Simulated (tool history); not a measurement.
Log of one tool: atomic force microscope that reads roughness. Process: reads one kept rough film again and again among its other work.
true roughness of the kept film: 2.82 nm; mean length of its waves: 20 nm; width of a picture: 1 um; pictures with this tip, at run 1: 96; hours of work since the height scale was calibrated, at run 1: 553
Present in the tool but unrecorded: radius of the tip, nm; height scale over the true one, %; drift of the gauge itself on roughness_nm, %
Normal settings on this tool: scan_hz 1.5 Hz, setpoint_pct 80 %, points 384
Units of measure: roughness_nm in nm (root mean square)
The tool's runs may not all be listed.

run    hour  scan_hz  setpoint_pct  points  pictures with this tip  hours of work since the height scale was calibrated  roughness_nm
  1       0      1.5            80     384                      96                                                  553         2.126
       24.1  -- new tip fitted
  2    27.4      1.5            80     384                       7                                                  574         2.138
  3    59.5      1.5            80     384                      81                                                  599         2.138
       88.2  -- new tip fitted
  4   108.8      1.5            80     384                      47                                                  637         2.131
  5   139.3      1.5            80     384                     117                                                  661         2.125
      153.6  -- new tip fitted
  6   168.5      1.5            80     384                      35                                                  684         2.119
  7   203.4      1.5            80     351                     115                                                  711         2.105
      216.5  -- new tip fitted
  8   250.3      1.5            80     351                      77                                                  748         2.125
  9   270.3      1.5            80     351                     123                                                  763         2.133
      281.6  -- new tip fitted
 10   295.3      1.5            80     351                      31                                                  782          2.13
 11   321.3      1.5            80     351                      90                                                  803          2.12
      346.1  -- new tip fitted
 12   367.1      1.5            80     351                      48                                                  838         2.124
 13   396.2      1.5            80     351                     115                                                  861         2.133
        410  -- new tip fitted
 14   442.5      1.5            80     351                      75                                                  897          2.11
      476.5  -- new tip fitted
 15   484.5      1.5            80     351                      18                                                  930         2.117
 16   509.6      1.5            80     384                      76                                                  949         2.118
      541.7  -- new tip fitted
 17   553.2      1.5            80     384                      26                                                  983         2.146
 18   594.9      1.5            80     374                     122                                                 1016         2.121
      608.2  -- new tip fitted
 19     626      1.5            80     384                      41                                                 1040         2.138
 20   652.6      1.5            87     384                     102                                                 1061         2.036
      671.4  -- new tip fitted
 21     695      1.5            87     384                      54                                                 1094         2.054
 22   720.6     1.52            80     384                     113                                                 1114         2.104
      735.5  -- new tip fitted
 23   757.4     1.52            80     384                      50                                                 1142         2.128
      798.9  -- new tip fitted
 24   798.9     1.52            80     384                       0                                                 1174         2.145
 25   841.9     1.64            80     894                      99                                                 1208         2.139
        864  -- new tip fitted
 26   890.3     2.29            68     330                      60                                                 1246         2.168
      927.8  -- new tip fitted
 27   927.8     2.29            68     330                       0                                                 1275         2.184
 28     950      1.5            85     870                      51                                                 1292         2.111
 29   979.3      1.5            85     870                     118                                                 1315         2.091
      993.1  -- new tip fitted
 30  1016.9      1.5            85     870                      54                                                 1344         2.092
 31  1037.1     0.55            80     887                     101                                                 1360         2.334
     1056.5  -- new tip fitted
 32  1066.8     3.96            80     384                      24                                                 1383         1.799
 33  1104.1     3.32            86     622                     109                                                 1412         1.736
     1122.5  -- new tip fitted
 34  1149.9     3.32            86     622                      63                                                 1448         1.739
 35  1174.7      0.8            82     502                     120                                                 1467         2.253
     1188.8  -- new tip fitted
 36  1222.9      0.8            82     502                      78                                                 1505         2.275
 37    1243     0.59            63     282                     124                                                 1520          2.35
     1252.6  -- new tip fitted
 38    1274     3.27            56     428                      49                                                 1544         2.263
 39  1312.2      3.8            71     483                     137                                                 1574          2.01
     1317.1  -- new tip fitted
 40  1352.8     0.63            85     988                      81                                                 1606         2.289
 41  1374.2     2.71            87     328                     131                                                 1623         1.782
     1382.3  -- new tip fitted
 42    1407     2.71            87     328                      56                                                 1648         1.791
     1446.5  -- new tip fitted
 43  1447.8     2.71            87     328                       3                                                 1679         1.788
 44  1478.5     2.71            87     328                      73                                                 1704         1.776
 45  1502.7     2.71            87     328                     129                                                 1723         1.785
     1511.6  -- new tip fitted
 46  1548.2     2.71            87     328                      84                                                 1758         1.781
     1576.1  -- new tip fitted
 47  1587.4     1.55            81     419                      26                                                 1788          2.12

Take each entry between the runs: how does the hidden state at the last listed run before it differ from the hidden state at the first listed run after it?
Runs 1 to 2: new tip fitted (hour 24.1)
  radius of the tip, nm: 5.2 -> 5
  measured value less the no-hidden-state value, roughness_nm: -0.011 -> -0.001 nm (root mean square)
Runs 3 to 4: new tip fitted (hour 88.2)
  nothing in the hidden state changes from one run to the other
  measured value less the no-hidden-state value, roughness_nm: -0.008 -> -0.005 nm (root mean square)
Runs 5 to 6: new tip fitted (hour 153.6)
  radius of the tip, nm: 5.2 -> 5.1
  measured value less the no-hidden-state value, roughness_nm: -0.011 -> -0.003 nm (root mean square)
Runs 7 to 8: new tip fitted (hour 216.5)
  radius of the tip, nm: 5.2 -> 5.1
  measured value less the no-hidden-state value, roughness_nm: -0.01 -> -0.007 nm (root mean square)
Runs 9 to 10: new tip fitted (hour 281.6)
  radius of the tip, nm: 5.2 -> 5.1
  measured value less the no-hidden-state value, roughness_nm: -0.011 -> -0.004 nm (root mean square)
Runs 11 to 12: new tip fitted (hour 346.1)
  radius of the tip, nm: 5.2 -> 5.1
  measured value less the no-hidden-state value, roughness_nm: -0.009 -> -0.004 nm (root mean square)
Runs 13 to 14: new tip fitted (hour 410)
  radius of the tip, nm: 5.2 -> 5.1
  measured value less the no-hidden-state value, roughness_nm: -0.011 -> -0.007 nm (root mean square)
Runs 14 to 15: new tip fitted (hour 476.5)
  radius of the tip, nm: 5.1 -> 5
  measured value less the no-hidden-state value, roughness_nm: -0.007 -> -0.002 nm (root mean square)
Runs 16 to 17: new tip fitted (hour 541.7)
  radius of the tip, nm: 5.1 -> 5
  measured value less the no-hidden-state value, roughness_nm: -0.008 -> -0.003 nm (root mean square)
Runs 18 to 19: new tip fitted (hour 608.2)
  radius of the tip, nm: 5.2 -> 5.1
  measured value less the no-hidden-state value, roughness_nm: -0.012 -> -0.004 nm (root mean square)
Runs 20 to 21: new tip fitted (hour 671.4)
  radius of the tip, nm: 5.2 -> 5.1
  measured value less the no-hidden-state value, roughness_nm: -0.009 -> -0.005 nm (root mean square)
Runs 22 to 23: new tip fitted (hour 735.5)
  radius of the tip, nm: 5.2 -> 5.1
  measured value less the no-hidden-state value, roughness_nm: -0.011 -> -0.005 nm (root mean square)
Runs 23 to 24: new tip fitted (hour 798.9)
  radius of the tip, nm: 5.1 -> 5; height scale over the true one, %: -0.01 -> -0.02
  measured value less the no-hidden-state value, roughness_nm: -0.005 -> -0.001 nm (root mean square)
Runs 25 to 26: new tip fitted (hour 864)
  radius of the tip, nm: 5.2 -> 5.1
  measured value less the no-hidden-state value, roughness_nm: -0.009 -> -0.007 nm (root mean square)
Runs 26 to 27: new tip fitted (hour 927.8)
  radius of the tip, nm: 5.1 -> 5
  measured value less the no-hidden-state value, roughness_nm: -0.007 -> +0 nm (root mean square)
Runs 29 to 30: new tip fitted (hour 993.1)
  radius of the tip, nm: 5.2 -> 5.1
  measured value less the no-hidden-state value, roughness_nm: -0.011 -> -0.005 nm (root mean square)
Runs 31 to 32: new tip fitted (hour 1056.5)
  radius of the tip, nm: 5.2 -> 5
  measured value less the no-hidden-state value, roughness_nm: -0.01 -> -0.003 nm (root mean square)
Runs 33 to 34: new tip fitted (hour 1122.5)
  radius of the tip, nm: 5.2 -> 5.1
  measured value less the no-hidden-state value, roughness_nm: -0.008 -> -0.004 nm (root mean square)
Runs 35 to 36: new tip fitted (hour 1188.8)
  radius of the tip, nm: 5.2 -> 5.1
  measured value less the no-hidden-state value, roughness_nm: -0.011 -> -0.008 nm (root mean square)
Runs 37 to 38: new tip fitted (hour 1252.6)
  radius of the tip, nm: 5.2 -> 5.1
  measured value less the no-hidden-state value, roughness_nm: -0.012 -> -0.005 nm (root mean square)
Runs 39 to 40: new tip fitted (hour 1317.1)
  nothing in the hidden state changes from one run to the other
  measured value less the no-hidden-state value, roughness_nm: -0.012 -> -0.009 nm (root mean square)
Runs 41 to 42: new tip fitted (hour 1382.3)
  radius of the tip, nm: 5.3 -> 5.1
  measured value less the no-hidden-state value, roughness_nm: -0.011 -> -0.004 nm (root mean square)
Runs 42 to 43: new tip fitted (hour 1446.5)
  radius of the tip, nm: 5.1 -> 5
  measured value less the no-hidden-state value, roughness_nm: -0.004 -> -0.001 nm (root mean square)
Runs 45 to 46: new tip fitted (hour 1511.6)
  radius of the tip, nm: 5.2 -> 5.1
  measured value less the no-hidden-state value, roughness_nm: -0.011 -> -0.007 nm (root mean square)
Runs 46 to 47: new tip fitted (hour 1576.1)
  nothing in the hidden state changes from one run to the other
  measured value less the no-hidden-state value, roughness_nm: -0.007 -> -0.003 nm (root mean square)
